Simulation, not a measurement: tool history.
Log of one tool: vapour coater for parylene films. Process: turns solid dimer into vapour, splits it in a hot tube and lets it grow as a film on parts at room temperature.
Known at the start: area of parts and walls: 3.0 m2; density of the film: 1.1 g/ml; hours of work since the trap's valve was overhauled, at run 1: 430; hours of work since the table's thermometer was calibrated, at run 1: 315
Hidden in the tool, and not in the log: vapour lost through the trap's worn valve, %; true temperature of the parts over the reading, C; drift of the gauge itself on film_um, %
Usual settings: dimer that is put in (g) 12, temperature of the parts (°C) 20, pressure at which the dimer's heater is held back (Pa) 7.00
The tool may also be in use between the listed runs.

run   hour  dimer that is put in (g)  temperature of the parts (°C)  pressure at which the dimer's heater is held back (Pa)  hours of work since the trap's valve was overhauled  hours of work since the table's thermometer was calibrated  thickness of the film (µm)
  1    0.0                        12                             20                                                    7.00                                                  430                                                         315                       1.551
  2   13.6                        12                             20                                                    7.00                                                  435                                                         320                       1.543
  3   32.3                        12                             20                                                    7.00                                                  443                                                         328                       1.555
  4   43.5                        10                             20                                                    7.00                                                  448                                                         333                       1.291
  5   53.8                        12                             20                                                    7.00                                                  452                                                         337                       1.555
  6   69.1                        12                             20                                                    7.00                                                  459                                                         343                       1.538
  7   84.2                        12                             20                                                    7.00                                                  465                                                         350                       1.537
  8  102.0                        12                             20                                                    7.00                                                  472                                                         357                       1.554
  9  117.4                        12                             20                                                    7.00                                                  479                                                         363                       1.554
 10  134.9                        10                             20                                                    2.68                                                  486                                                         371                       1.549
 11  148.2                        10                             20                                                    4.50                                                  491                                                         376                       1.403
 12  159.3                        10                             13                                                    2.69                                                  496                                                         381                       1.724
 13  177.2                        10                             13                                                    2.69                                                  503                                                         388                       1.717
 14  198.1                        18                             17                                                    2.44                                                  512                                                         397                       2.953
 15  214.3                         9                             20                                                    3.20                                                  519                                                         404                       1.341
 16  224.6                         9                             20                                                    3.20                                                  523                                                         408                       1.324
 17  239.2                         9                             20                                                    3.20                                                  529                                                         414                       1.323
 18  250.7                        12                             15                                                    2.40                                                  534                                                         419                       2.031

4 ways to go on from here, each from the tool as it stands after run 18. What would each give?
  A  267.3                        12                             15                                                    5.43                                                  541                                                         426                           ?
  B  267.3                         5                             23                                                    2.20                                                  541                                                         426                           ?
  C  267.3                         6                             20                                                    7.00                                                  541                                                         426                           ?
  D  267.3                        12                             20                                                   10.59                                                  541                                                         426                           ?

run  thickness of the film (µm)
  A                       1.733
  B                       0.749
  C                       0.756
  D                       1.398
Without the tool's hidden state the same runs would have given:
run  thickness of the film (µm)
  A                       1.905
  B                       0.825
  C                       0.832
  D                       1.538
